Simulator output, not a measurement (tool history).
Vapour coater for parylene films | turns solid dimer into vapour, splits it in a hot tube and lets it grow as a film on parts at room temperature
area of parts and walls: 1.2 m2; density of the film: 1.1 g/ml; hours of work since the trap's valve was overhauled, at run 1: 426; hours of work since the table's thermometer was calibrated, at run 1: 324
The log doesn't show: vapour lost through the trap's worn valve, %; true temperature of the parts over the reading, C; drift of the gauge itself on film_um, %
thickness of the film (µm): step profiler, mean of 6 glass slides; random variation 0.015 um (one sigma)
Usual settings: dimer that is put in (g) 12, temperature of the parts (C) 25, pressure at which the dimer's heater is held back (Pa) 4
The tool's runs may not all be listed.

| run | day | dimer that is put in (g) | temperature of the parts (C) | pressure at which the dimer's heater is held back (Pa) | hours of work since the trap's valve was overhauled | hours of work since the table's thermometer was calibrated | thickness of the film (µm) |
|---|---|---|---|---|---|---|---|
| 1 | 0 | 12 | 25 | 4 | 426 | 324 | 5.97 |
| 2 | 1.462 | 12 | 25 | 4 | 441 | 340 | 6.01 |
| 3 | 2.6 | 12 | 25 | 4.9 | 454 | 353 | 5.88 |
| 4 | 4.354 | 11 | 25 | 4 | 473 | 372 | 5.53 |
| 5 | 5.721 | 11 | 25 | 4 | 488 | 387 | 5.52 |
| 6 | 7.212 | 11 | 25 | 4 | 504 | 403 | 5.5 |
| 7 | 8.696 | 11 | 25 | 4 | 520 | 419 | 5.52 |
| 8 | 9.679 | 11 | 25 | 4 | 531 | 430 | 5.52 |
|  | 10.008 | trap's valve overhauled |
| 9 | 11.45 | 11 | 25 | 4 | 16 | 448 | 5.56 |
| 10 | 12.2 | 12 | 25 | 4 | 24 | 456 | 6.07 |
| 11 | 13.908 | 12 | 25 | 4 | 43 | 474 | 6.07 |
| 12 | 15.433 | 12 | 25 | 4 | 59 | 491 | 6.05 |
| 13 | 16.612 | 12 | 25 | 5.32 | 72 | 504 | 5.87 |
| 14 | 17.854 | 12 | 25 | 5.32 | 86 | 518 | 5.88 |
| 15 | 19.158 | 12 | 25 | 5.32 | 100 | 532 | 5.92 |
| 16 | 20.067 | 9 | 18 | 3.58 | 110 | 542 | 5.87 |
| 17 | 20.788 | 12 | 20 | 11 | 118 | 550 | 6.57 |
| 18 | 21.7 | 16 | 17 | 2.4 | 128 | 560 | 11.3 |
| 19 | 23.483 | 6 | 23 | 2.98 | 147 | 579 | 3.35 |
| 20 | 25.038 | 10 | 23 | 2.98 | 164 | 596 | 5.61 |
| 21 | 26.742 | 10 | 23 | 2.98 | 183 | 615 | 5.62 |
| 22 | 27.583 | 12 | 25 | 5.48 | 192 | 624 | 5.91 |
| 23 | 29.096 | 12 | 18 | 4.35 | 208 | 640 | 7.68 |
| 24 | 30.533 | 9 | 19 | 4.35 | 224 | 656 | 5.6 |
| 25 | 32.308 | 9 | 25 | 11.36 | 244 | 675 | 4.13 |
| 26 | 33.888 | 17 | 25 | 7.62 | 261 | 693 | 8.11 |
| 27 | 35.262 | 6 | 22 | 3.21 | 276 | 708 | 3.47 |
| 28 | 36.762 | 8 | 22 | 7.81 | 292 | 724 | 4.22 |

Some steps in thickness of the film (µm) between neighbouring runs. How much of each would the tool show without its hidden state too (settings, what came in, random variation), and how much is left for the hidden state, with any gauge scatter that isn't in both results?
Run 17 -> 18: dimer that is put in (g) 12 -> 16, temperature of the parts (C) 20 -> 17, pressure at which the dimer's heater is held back (Pa) 11 -> 2.4. thickness of the film (µm) +4.73: hidden state +0.05, all else +4.68.
Run 18 -> 19: dimer that is put in (g) 16 -> 6, temperature of the parts (C) 17 -> 23, pressure at which the dimer's heater is held back (Pa) 2.4 -> 2.98. thickness of the film (µm) -7.95: hidden state -0.08, all else -7.87.
Run 25 -> 26: dimer that is put in (g) 9 -> 17, pressure at which the dimer's heater is held back (Pa) 11.36 -> 7.62. thickness of the film (µm) +3.98: hidden state +0.07, all else +3.91.
